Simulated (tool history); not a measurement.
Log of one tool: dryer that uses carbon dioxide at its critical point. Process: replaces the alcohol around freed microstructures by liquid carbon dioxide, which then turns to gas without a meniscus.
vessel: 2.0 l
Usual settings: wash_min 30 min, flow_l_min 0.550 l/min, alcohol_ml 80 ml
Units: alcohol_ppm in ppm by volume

run   hour  wash_min  flow_l_min  alcohol_ml  alcohol_ppm
  1    0.0        30       0.550          80           35
  2   21.7        30       0.550          80           41
  3   37.3        30       0.550          80           47
  4   58.0        30       0.550          80           53
  5   74.5        30       0.550          80           36
  6   91.6        30       0.550          80           43
  7  103.0        30       0.550          80           48
  8  122.2        30       0.550          29           39
  9  134.4        30       0.550          80           47
 10  144.3        30       0.550          80           53
 11  159.0        30       0.550          37           43
 12  179.9        30       0.550          80           55
 13  201.6        30       0.550          80           58
 14  222.1        30       0.550          80           55
 15  234.3        30       0.550          80           64
 16  255.2        30       0.550          80           61
 17  268.3        30       0.550          80           77
 18  282.0        30       0.550          80           67
 19  296.3        30       0.550          80           70
 20  306.6        20       0.565          46          208
 21  326.6        35       0.497          46           58
 22  336.9        19       0.706          39          101
 23  356.5        23       0.645          44           85
 24  366.1        43       0.620          44           47
 25  379.9        24       0.550          82          190
 26  397.6        30       0.721          95           63
 27  410.2        20       0.437          52          695
 28  430.4        19       0.550          63          392
 29  446.7        30       0.550          72           81
 30  468.2        30       0.550          72           95
 31  489.0        39       0.550          87           82
 32  504.3        32       0.550          56           86
 33  517.5        32       0.550          56           77
 34  526.4        32       0.550          56           81
 35  538.5        30       0.628          80           79
 36  553.4        30       0.628          80           81
 37  573.9        21       0.542          98          494
 38  587.0        21       0.542          98          492

Hidden state or all else? Some run-to-run changes of alcohol_ppm, split into what the settings, what came in and random variation would give without the hidden state, and what is left for the hidden state (with any gauge scatter that isn't in both results):
The hidden state here: flow that reaches the vessel past the clogged filter, %; alcohol in the recycled carbon dioxide, ppm; drift of the gauge itself on alcohol_ppm, %.
Run 26 -> 27: wash_min 30 -> 20, flow_l_min 0.721 -> 0.437, alcohol_ml 95 -> 52. alcohol_ppm +632 ppm by volume: hidden state +182, all else +450.
Run 28 -> 29: wash_min 19 -> 30, alcohol_ml 63 -> 72. alcohol_ppm -311 ppm by volume: hidden state -103, all else -208.
Run 36 -> 37: wash_min 30 -> 21, flow_l_min 0.628 -> 0.542, alcohol_ml 80 -> 98. alcohol_ppm +413 ppm by volume: hidden state +190, all else +223.
